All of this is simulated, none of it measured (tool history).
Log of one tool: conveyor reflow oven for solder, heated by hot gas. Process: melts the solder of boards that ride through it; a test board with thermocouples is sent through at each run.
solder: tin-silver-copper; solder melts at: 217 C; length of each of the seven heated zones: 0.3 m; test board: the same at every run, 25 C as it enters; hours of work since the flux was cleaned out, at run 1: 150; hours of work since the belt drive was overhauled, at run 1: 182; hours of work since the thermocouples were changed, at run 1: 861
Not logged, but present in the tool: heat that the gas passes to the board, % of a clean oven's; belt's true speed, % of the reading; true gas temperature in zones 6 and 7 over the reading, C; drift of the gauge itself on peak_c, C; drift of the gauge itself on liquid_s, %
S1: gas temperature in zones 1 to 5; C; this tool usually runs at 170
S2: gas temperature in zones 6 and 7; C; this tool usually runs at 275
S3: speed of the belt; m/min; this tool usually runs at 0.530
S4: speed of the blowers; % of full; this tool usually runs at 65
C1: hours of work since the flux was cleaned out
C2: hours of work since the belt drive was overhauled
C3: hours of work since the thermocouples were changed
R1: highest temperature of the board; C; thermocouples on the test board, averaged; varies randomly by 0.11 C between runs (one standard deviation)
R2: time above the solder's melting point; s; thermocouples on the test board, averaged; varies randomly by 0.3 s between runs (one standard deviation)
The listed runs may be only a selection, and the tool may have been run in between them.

Run 1, hour 0.0: usual settings; C1 150; C2 182; C3 861. Result: R1 254.2 C, R2 50.3 s.
Run 2, hour 39.4: usual settings; C1 172; C2 204; C3 883. Result: R1 254.3 C, R2 49.8 s.
Run 3, hour 77.8: usual settings; C1 193; C2 225; C3 904. Result: R1 254.1 C, R2 49.8 s.
Run 4, hour 94.7: usual settings; C1 202; C2 234; C3 914. Result: R1 254.0 C, R2 49.7 s.
Run 5, hour 133.8: usual settings; C1 224; C2 256; C3 935. Result: R1 254.3 C, R2 49.7 s.
Run 6, hour 168.8: usual settings; C1 243; C2 275; C3 954. Result: R1 253.9 C, R2 50.8 s.
Run 7, hour 204.4: usual settings; C1 263; C2 295; C3 974. Result: R1 254.1 C, R2 49.3 s.
Run 8, hour 220.5: usual settings; C1 272; C2 304; C3 983. Result: R1 253.9 C, R2 49.8 s.
Run 9, hour 238.5: usual settings; C1 281; C2 314; C3 993. Result: R1 253.9 C, R2 49.4 s.
At hour 257.7: flux residue cleaned out of gas plates and filters.
Run 10, hour 271.4: usual settings; C1 8; C2 329; C3 1008. Result: R1 255.2 C, R2 51.4 s.
Run 11, hour 308.4: usual settings but S3 0.587 m/min; C1 28; C2 349; C3 1028. Result: R1 251.1 C, R2 42.9 s.
Run 12, hour 326.6: usual settings but S3 0.587 m/min; C1 38; C2 359; C3 1038. Result: R1 251.0 C, R2 42.5 s.
At hour 344.5: thermocouples of zones 6 and 7 changed.
Run 13, hour 361.3: usual settings but S3 0.587 m/min; C1 56; C2 377; C3 9. Result: R1 250.3 C, R2 42.4 s.
Run 14, hour 387.1: usual settings but S2 279 C; C1 70; C2 392; C3 23. Result: R1 257.2 C, R2 52.4 s.
Run 15, hour 419.8: usual settings; C1 88; C2 410; C3 41. Result: R1 254.0 C, R2 50.9 s.
Run 16, hour 436.3: usual settings but S1 163 C, S2 290 C, S3 0.445 m/min, S4 81 % of full; C1 97; C2 419; C3 51. Result: R1 275.7 C, R2 70.8 s.
Run 17, hour 458.3: usual settings but S1 163 C, S2 274 C, S3 0.445 m/min, S4 55 % of full; C1 109; C2 431; C3 63. Result: R1 255.5 C, R2 59.7 s.
Run 18, hour 485.3: usual settings but S2 286 C, S4 56 % of full; C1 124; C2 446; C3 78. Result: R1 260.4 C, R2 53.4 s.
Run 19, hour 516.9: usual settings but S2 286 C, S4 56 % of full; C1 142; C2 463; C3 95. Result: R1 260.2 C, R2 54.1 s.
Run 20, hour 547.4: usual settings but S2 286 C, S4 60 % of full; C1 158; C2 480; C3 112. Result: R1 261.5 C, R2 54.3 s.
Run 21, hour 565.0: usual settings but S2 286 C, S4 60 % of full; C1 168; C2 490; C3 121. Result: R1 261.8 C, R2 54.2 s.
Run 22, hour 594.1: usual settings but S2 286 C, S4 60 % of full; C1 184; C2 506; C3 137. Result: R1 261.6 C, R2 54.7 s.
Run 23, hour 624.2: usual settings but S1 174 C, S2 264 C, S3 0.608 m/min, S4 81 % of full; C1 201; C2 522; C3 154. Result: R1 243.9 C, R2 38.4 s.
Run 24, hour 645.1: usual settings but S1 164 C, S2 271 C, S3 0.574 m/min, S4 84 % of full; C1 212; C2 534; C3 166. Result: R1 250.4 C, R2 42.9 s.
Run 25, hour 676.5: usual settings but S1 164 C, S2 271 C, S3 0.574 m/min, S4 84 % of full; C1 230; C2 551; C3 183. Result: R1 250.4 C, R2 42.8 s.
Run 26, hour 700.7: usual settings but S1 164 C, S2 271 C, S3 0.574 m/min, S4 84 % of full; C1 243; C2 564; C3 196. Result: R1 250.3 C, R2 43.1 s.
Run 27, hour 738.7: usual settings but S1 162 C, S2 280 C, S3 0.463 m/min, S4 58 % of full; C1 264; C2 585; C3 217. Result: R1 260.0 C, R2 59.6 s.
Run 28, hour 777.6: usual settings but S1 162 C, S2 280 C, S3 0.463 m/min, S4 58 % of full; C1 285; C2 607; C3 239. Result: R1 259.7 C, R2 59.5 s.
At hour 791.3: flux residue cleaned out of gas plates and filters.
Run 29, hour 814.7: usual settings but S1 167 C, S2 276 C, S4 55 % of full; C1 13; C2 624; C3 256. Result: R1 252.1 C, R2 47.8 s.
Run 30, hour 831.3: usual settings but S1 167 C, S2 276 C, S3 0.536 m/min, S4 55 % of full; C1 22; C2 633; C3 265. Result: R1 251.6 C, R2 46.7 s.

For each run, the measured value with the value that run would have given without the tool's hidden condition subtracted. The run-to-run variation is shared by both, the gauge scatter possibly not:
run    R1    R2
  1  +0.3  +0.2
  2  +0.2  +0.1
  3  +0.1  +0.1
  4  +0.1  +0.1
  5  +0.1  +0.1
  6  +0.0  +0.1
  7  +0.0  +0.1
  8  -0.1  +0.1
  9  +0.0  +0.1
 10  +1.2  +1.2
 11  +1.2  +1.1
 12  +1.2  +1.0
 13  +0.1  +0.4
 14  +0.0  +0.5
 15  +0.0  +0.5
 16  +0.0  +0.7
 17  +0.0  +0.6
 18  +0.0  +0.5
 19  +0.0  +0.5
 20  -0.2  +0.5
 21  -0.1  +0.5
 22  -0.2  +0.5
 23  -0.4  +0.0
 24  -0.5  +0.1
 25  -0.5  +0.1
 26  -0.6  +0.1
 27  -0.3  +0.6
 28  -0.3  +0.5
 29  +0.9  +1.4
 30  +0.8  +1.4
